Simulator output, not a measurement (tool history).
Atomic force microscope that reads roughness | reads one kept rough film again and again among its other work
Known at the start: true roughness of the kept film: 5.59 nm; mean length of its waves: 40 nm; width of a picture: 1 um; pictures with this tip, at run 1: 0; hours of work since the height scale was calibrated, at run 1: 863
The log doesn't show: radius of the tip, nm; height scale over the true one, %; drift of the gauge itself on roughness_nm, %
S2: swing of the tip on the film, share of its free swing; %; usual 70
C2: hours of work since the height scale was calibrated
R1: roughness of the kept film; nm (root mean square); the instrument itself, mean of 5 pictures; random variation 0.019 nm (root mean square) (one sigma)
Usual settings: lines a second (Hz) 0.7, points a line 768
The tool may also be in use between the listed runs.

Run 1, hour 0: usual settings; pictures with this tip 0; C2 863. Result: R1 4.62 nm (root mean square).
Run 2, hour 53.3: usual settings; pictures with this tip 54; C2 899. Result: R1 4.404 nm (root mean square).
Run 3, hour 96.3: usual settings; pictures with this tip 98; C2 928. Result: R1 4.231 nm (root mean square).
Run 4, hour 138.2: usual settings but S2 77 %; pictures with this tip 141; C2 957. Result: R1 4.009 nm (root mean square).
Run 5, hour 198.5: usual settings but lines a second (Hz) 1.583; pictures with this tip 202; C2 998. Result: R1 3.733 nm (root mean square).
At hour 209.3: new tip fitted.
Run 6, hour 260.2: usual settings but lines a second (Hz) 1.583; pictures with this tip 52; C2 1040. Result: R1 4.217 nm (root mean square).
Run 7, hour 318.4: usual settings but points a line 490; pictures with this tip 111; C2 1079. Result: R1 4.233 nm (root mean square).
Run 8, hour 356.5: usual settings but points a line 490; pictures with this tip 150; C2 1105. Result: R1 4.086 nm (root mean square).
Run 9, hour 405.4: usual settings but points a line 490; pictures with this tip 200; C2 1138. Result: R1 3.958 nm (root mean square).
At hour 420.1: new tip fitted.
Run 10, hour 476.6: usual settings but points a line 490; pictures with this tip 57; C2 1186. Result: R1 4.411 nm (root mean square).
Run 11, hour 525.7: usual settings but points a line 490; pictures with this tip 108; C2 1220. Result: R1 4.232 nm (root mean square).
Run 12, hour 598.9: usual settings but points a line 490; pictures with this tip 182; C2 1269. Result: R1 4.007 nm (root mean square).
At hour 625.6: new tip fitted.
Run 13, hour 654.5: usual settings but points a line 490; pictures with this tip 30; C2 1307. Result: R1 4.469 nm (root mean square).
Run 14, hour 698.4: usual settings but lines a second (Hz) 0.617; pictures with this tip 74; C2 1337. Result: R1 4.386 nm (root mean square).
Run 15, hour 754: usual settings but lines a second (Hz) 0.617; pictures with this tip 131; C2 1375. Result: R1 4.169 nm (root mean square).
Run 16, hour 801.9: usual settings but lines a second (Hz) 0.617; pictures with this tip 180; C2 1407. Result: R1 3.974 nm (root mean square).
At hour 833.3: new tip fitted.
Run 17, hour 840.9: usual settings but lines a second (Hz) 0.617; pictures with this tip 7; C2 1433. Result: R1 4.594 nm (root mean square).
Run 18, hour 900.9: usual settings but lines a second (Hz) 0.617; pictures with this tip 69; C2 1474. Result: R1 4.35 nm (root mean square).
Run 19, hour 967.2: usual settings but lines a second (Hz) 0.617; pictures with this tip 136; C2 1519. Result: R1 4.07 nm (root mean square).
Run 20, hour 1020.5: usual settings but lines a second (Hz) 0.617; pictures with this tip 191; C2 1555. Result: R1 3.938 nm (root mean square).
At hour 1041.4: new tip fitted.
Run 21, hour 1060.6: usual settings but lines a second (Hz) 0.617; pictures with this tip 19; C2 1582. Result: R1 4.498 nm (root mean square).
At hour 1101.2: height scale calibrated on a step standard.
Run 22, hour 1131.6: usual settings but lines a second (Hz) 0.617; pictures with this tip 91; C2 21. Result: R1 4.299 nm (root mean square).
Run 23, hour 1209.2: usual settings but lines a second (Hz) 0.617; pictures with this tip 170; C2 73. Result: R1 4.047 nm (root mean square).
At hour 1248.9: new tip fitted.
Run 24, hour 1286.4: usual settings but lines a second (Hz) 1.569, points a line 630; pictures with this tip 38; C2 126. Result: R1 4.212 nm (root mean square).
Run 25, hour 1349.5: usual settings but lines a second (Hz) 1.569, points a line 630; pictures with this tip 103; C2 168. Result: R1 3.996 nm (root mean square).
Run 26, hour 1426.9: usual settings but lines a second (Hz) 1.569, points a line 630; pictures with this tip 182; C2 221. Result: R1 3.743 nm (root mean square).
At hour 1456.3: new tip fitted.
Run 27, hour 1471.4: usual settings but lines a second (Hz) 0.743, S2 65 %, points a line 294; pictures with this tip 16; C2 251. Result: R1 4.668 nm (root mean square).
Run 28, hour 1508: usual settings but lines a second (Hz) 0.623, S2 65 %, points a line 389; pictures with this tip 53; C2 276. Result: R1 4.555 nm (root mean square).
Run 29, hour 1566.2: usual settings but lines a second (Hz) 0.793, S2 64 %, points a line 585; pictures with this tip 112; C2 315. Result: R1 4.308 nm (root mean square).
Run 30, hour 1619.1: usual settings but points a line 865; pictures with this tip 166; C2 351. Result: R1 4.12 nm (root mean square).
At hour 1666.7: new tip fitted.
Run 31, hour 1683: usual settings but points a line 865; pictures with this tip 16; C2 395. Result: R1 4.603 nm (root mean square).
Run 32, hour 1761: usual settings but lines a second (Hz) 3.66, S2 77 %, points a line 257; pictures with this tip 96; C2 448. Result: R1 3.313 nm (root mean square).
Run 33, hour 1830.9: usual settings but lines a second (Hz) 3.66, S2 57 %, points a line 257; pictures with this tip 167; C2 495. Result: R1 3.818 nm (root mean square).
At hour 1875.5: new tip fitted.
Run 34, hour 1899.6: usual settings but lines a second (Hz) 1.039, S2 61 %, points a line 608; pictures with this tip 25; C2 541. Result: R1 4.601 nm (root mean square).
Run 35, hour 1935.5: usual settings but lines a second (Hz) 0.602, S2 55 %, points a line 318; pictures with this tip 61; C2 566. Result: R1 4.535 nm (root mean square).
Run 36, hour 1988.6: usual settings but lines a second (Hz) 0.602, S2 78 %, points a line 282; pictures with this tip 116; C2 602. Result: R1 4.149 nm (root mean square).
Run 37, hour 2042.6: usual settings but S2 62 %, points a line 578; pictures with this tip 171; C2 639. Result: R1 4.103 nm (root mean square).
Run 38, hour 2077.4: usual settings but lines a second (Hz) 0.921, S2 61 %, points a line 578; pictures with this tip 206; C2 662. Result: R1 3.944 nm (root mean square).

The next listed run, before its measurement:
At hour 2084.6: new tip fitted.
Run 39, hour 2146.5: usual settings but lines a second (Hz) 3.276, S2 68 %, points a line 974; pictures with this tip 63; C2 709. Result: R1 ?.

{"run 39": {"R1": 3.895}}
Without the tool's hidden state the same run would have given R1 4.137 nm (root mean square).
